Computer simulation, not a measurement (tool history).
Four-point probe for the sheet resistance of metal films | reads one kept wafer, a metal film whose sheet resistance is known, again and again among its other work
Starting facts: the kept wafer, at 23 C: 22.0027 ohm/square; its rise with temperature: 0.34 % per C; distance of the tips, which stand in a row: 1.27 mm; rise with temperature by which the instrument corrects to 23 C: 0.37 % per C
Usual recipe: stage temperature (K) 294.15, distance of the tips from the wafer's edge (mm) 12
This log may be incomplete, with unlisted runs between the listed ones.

| run | hour | stage temperature (K) | distance of the tips from the wafer's edge (mm) | sheet resistance as the instrument gives it (ohm/square) |
|---|---|---|---|---|
| 1 | 0.0 | 294.15 | 12 | 22.286366 |
| 2 | 46.4 | 300.15 | 12 | 22.245843 |
| 3 | 70.8 | 300.15 | 12 | 22.238766 |
| 4 | 108.2 | 300.15 | 72 | 22.114764 |
| 5 | 162.2 | 300.15 | 72 | 22.116400 |
| 6 | 201.4 | 300.15 | 72 | 22.106384 |
| 7 | 238.9 | 300.15 | 72 | 22.119103 |
| 8 | 285.9 | 300.15 | 72 | 22.115776 |
| 9 | 317.4 | 294.15 | 12 | 22.291025 |
| 10 | 361.9 | 294.15 | 12 | 22.290573 |
| 11 | 413.2 | 292.15 | 12 | 22.310299 |
| 12 | 440.2 | 292.15 | 12 | 22.309139 |
| 13 | 470.5 | 296.15 | 5 | 22.884812 |
| 14 | 505.7 | 308.15 | 3 | 23.981765 |
| 15 | 532.5 | 308.15 | 3 | 23.989200 |
| 16 | 555.9 | 308.15 | 3 | 23.992835 |
| 17 | 586.9 | 308.15 | 35 | 22.082235 |
| 18 | 634.6 | 300.15 | 11 | 22.274531 |
| 19 | 664.9 | 297.15 | 6 | 22.655644 |
| 20 | 713.3 | 297.15 | 6 | 22.661107 |
| 21 | 743.8 | 294.15 | 5 | 22.904519 |

Below are 5 alternative next runs, each starting from the tool's condition after run 21. Predict each:
| A | 797.8 | 294.15 | 7 | ? |
| B | 797.8 | 291.15 | 5 | ? |
| C | 797.8 | 294.15 | 4 | ? |
| D | 797.8 | 294.15 | 4 | ? |
| E | 797.8 | 293.15 | 20 | ? |

| run | sheet resistance as the instrument gives it (ohm/square) |
|---|---|
| A | 22.547916 |
| B | 22.932296 |
| C | 23.301658 |
| D | 23.296110 |
| E | 22.216742 |
The same runs, with their run-to-run variation unchanged, on a tool lacking any hidden condition would have given:
| run | sheet resistance as the instrument gives it (ohm/square) |
|---|---|
| A | 22.399343 |
| B | 22.781055 |
| C | 23.148472 |
| D | 23.142961 |
| E | 22.070114 |

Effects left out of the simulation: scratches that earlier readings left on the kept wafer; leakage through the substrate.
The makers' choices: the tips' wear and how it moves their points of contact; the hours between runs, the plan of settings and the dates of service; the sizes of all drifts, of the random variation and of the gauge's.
